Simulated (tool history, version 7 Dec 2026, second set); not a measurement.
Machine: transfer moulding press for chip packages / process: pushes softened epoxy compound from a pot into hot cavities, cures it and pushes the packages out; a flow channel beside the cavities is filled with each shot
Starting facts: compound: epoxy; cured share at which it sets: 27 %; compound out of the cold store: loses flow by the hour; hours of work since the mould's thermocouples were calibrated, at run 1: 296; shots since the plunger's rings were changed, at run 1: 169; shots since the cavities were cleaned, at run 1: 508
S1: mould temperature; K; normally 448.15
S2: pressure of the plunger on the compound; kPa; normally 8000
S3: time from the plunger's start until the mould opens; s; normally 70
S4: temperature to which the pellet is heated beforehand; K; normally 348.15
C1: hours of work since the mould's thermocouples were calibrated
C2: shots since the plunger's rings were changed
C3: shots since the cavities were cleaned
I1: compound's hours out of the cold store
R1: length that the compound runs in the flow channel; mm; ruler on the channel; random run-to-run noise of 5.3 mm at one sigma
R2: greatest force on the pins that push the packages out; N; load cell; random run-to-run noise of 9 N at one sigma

| run | hour | S1 | S2 | S3 | S4 | C1 | C2 | C3 | I1 | R1 | R2 |
|---|---|---|---|---|---|---|---|---|---|---|---|
| 1 | 0 | 448.15 | 8000 | 70 | 348.15 | 296 | 169 | 508 | 38.2 | 590 | 717 |
|  | 15.9 | cavities cleaned with cleaning compound and waxed |
| 2 | 29 | 448.15 | 8000 | 70 | 348.15 | 313 | 564 | 189 | 24.3 | 627 | 567 |
| 3 | 57.4 | 448.15 | 8000 | 70 | 355.15 | 330 | 970 | 595 | 41.4 | 575 | 703 |
|  | 65.8 | cavities cleaned with cleaning compound and waxed |
| 4 | 76.3 | 448.15 | 8000 | 70 | 355.15 | 340 | 1221 | 152 | 13 | 658 | 541 |
| 5 | 92.2 | 448.15 | 8000 | 70 | 355.15 | 350 | 1448 | 379 | 11.6 | 651 | 682 |
|  | 116.2 | cavities cleaned with cleaning compound and waxed |
| 6 | 123.3 | 448.15 | 6080 | 70 | 348.15 | 368 | 1872 | 101 | 22 | 542 | 539 |
| 7 | 140.6 | 448.15 | 8000 | 70 | 348.15 | 378 | 2120 | 349 | 41.5 | 566 | 658 |
| 8 | 155.8 | 448.15 | 8000 | 70 | 348.15 | 387 | 2338 | 567 | 16.1 | 626 | 788 |
|  | 165.6 | cavities cleaned with cleaning compound and waxed |
| 9 | 180.2 | 448.15 | 8000 | 70 | 348.15 | 401 | 2666 | 209 | 12.1 | 650 | 619 |
| 10 | 202.8 | 448.15 | 8000 | 103 | 348.15 | 415 | 2990 | 533 | 10.1 | 650 | 425 |
|  | 215.1 | cavities cleaned with cleaning compound and waxed |
| 11 | 225.5 | 448.15 | 8000 | 103 | 348.15 | 428 | 3294 | 149 | 21.7 | 615 | 308 |
| 12 | 244.5 | 448.15 | 8000 | 103 | 348.15 | 439 | 3566 | 421 | 27.9 | 591 | 374 |
|  | 266 | cavities cleaned with cleaning compound and waxed |
| 13 | 266.7 | 448.15 | 8000 | 103 | 348.15 | 451 | 3863 | 11 | 17.6 | 617 | 244 |
|  | 287.1 | plunger's sealing rings changed |
| 14 | 296.9 | 448.15 | 8000 | 103 | 348.15 | 468 | 142 | 409 | 14.1 | 673 | 385 |
|  | 317.7 | cavities cleaned with cleaning compound and waxed |
| 15 | 319.9 | 448.15 | 8000 | 103 | 348.15 | 481 | 449 | 32 | 15.1 | 662 | 251 |
| 16 | 339.1 | 442.15 | 6110 | 103 | 348.15 | 493 | 724 | 307 | 44 | 503 | 410 |
| 17 | 357.7 | 444.15 | 7080 | 70 | 358.15 | 504 | 991 | 574 | 39.4 | 544 | 918 |
|  | 367.5 | cavities cleaned with cleaning compound and waxed |
| 18 | 371.5 | 452.15 | 6010 | 70 | 348.15 | 511 | 1168 | 58 | 13.4 | 564 | 378 |
| 19 | 390.8 | 448.15 | 7670 | 70 | 348.15 | 523 | 1443 | 333 | 40.6 | 564 | 627 |
| 20 | 403.9 | 440.15 | 9230 | 96 | 352.15 | 531 | 1632 | 522 | 8.2 | 743 | 587 |
|  | 417.3 | cavities cleaned with cleaning compound and waxed |
| 21 | 431 | 448.15 | 8960 | 87 | 352.15 | 546 | 1999 | 197 | 17.9 | 674 | 374 |
| 22 | 451 | 448.15 | 7340 | 70 | 348.15 | 559 | 2286 | 484 | 26.8 | 582 | 749 |
|  | 466.2 | cavities cleaned with cleaning compound and waxed |
| 23 | 476.3 | 448.15 | 6240 | 70 | 339.15 | 573 | 2627 | 145 | 35.2 | 507 | 558 |
| 24 | 501 | 444.15 | 6240 | 78 | 350.15 | 588 | 2980 | 498 | 26.2 | 533 | 730 |

Here are 5 independent what-if runs from the current tool condition. What would each one return?
|  | 516.1 | cavities cleaned with cleaning compound and waxed |
| A | 517.9 | 444.15 | 6370 | 78 | 345.15 | 597 | 3201 | 26 | 19.9 | ? | ? |
|  | 516.1 | cavities cleaned with cleaning compound and waxed |
| B | 517.9 | 450.15 | 6270 | 70 | 346.15 | 597 | 3201 | 26 | 18.1 | ? | ? |
|  | 516.1 | cavities cleaned with cleaning compound and waxed |
| C | 517.9 | 441.15 | 8000 | 70 | 348.15 | 597 | 3201 | 26 | 28.6 | ? | ? |
|  | 516.1 | cavities cleaned with cleaning compound and waxed |
| D | 517.9 | 448.15 | 7650 | 70 | 348.15 | 597 | 3201 | 26 | 10.1 | ? | ? |
|  | 516.1 | cavities cleaned with cleaning compound and waxed |
| E | 517.9 | 448.15 | 8000 | 92 | 348.15 | 597 | 3201 | 26 | 33.2 | ? | ? |

| run | R1 | R2 |
|---|---|---|
| A | 564 | 434 |
| B | 542 | 402 |
| C | 597 | 715 |
| D | 637 | 457 |
| E | 577 | 266 |
With the hidden condition removed and each run's random variation left untouched, the same runs would have given:
| run | R1 | R2 |
|---|---|---|
| A | 590 | 392 |
| B | 567 | 365 |
| C | 625 | 650 |
| D | 667 | 414 |
| E | 604 | 248 |

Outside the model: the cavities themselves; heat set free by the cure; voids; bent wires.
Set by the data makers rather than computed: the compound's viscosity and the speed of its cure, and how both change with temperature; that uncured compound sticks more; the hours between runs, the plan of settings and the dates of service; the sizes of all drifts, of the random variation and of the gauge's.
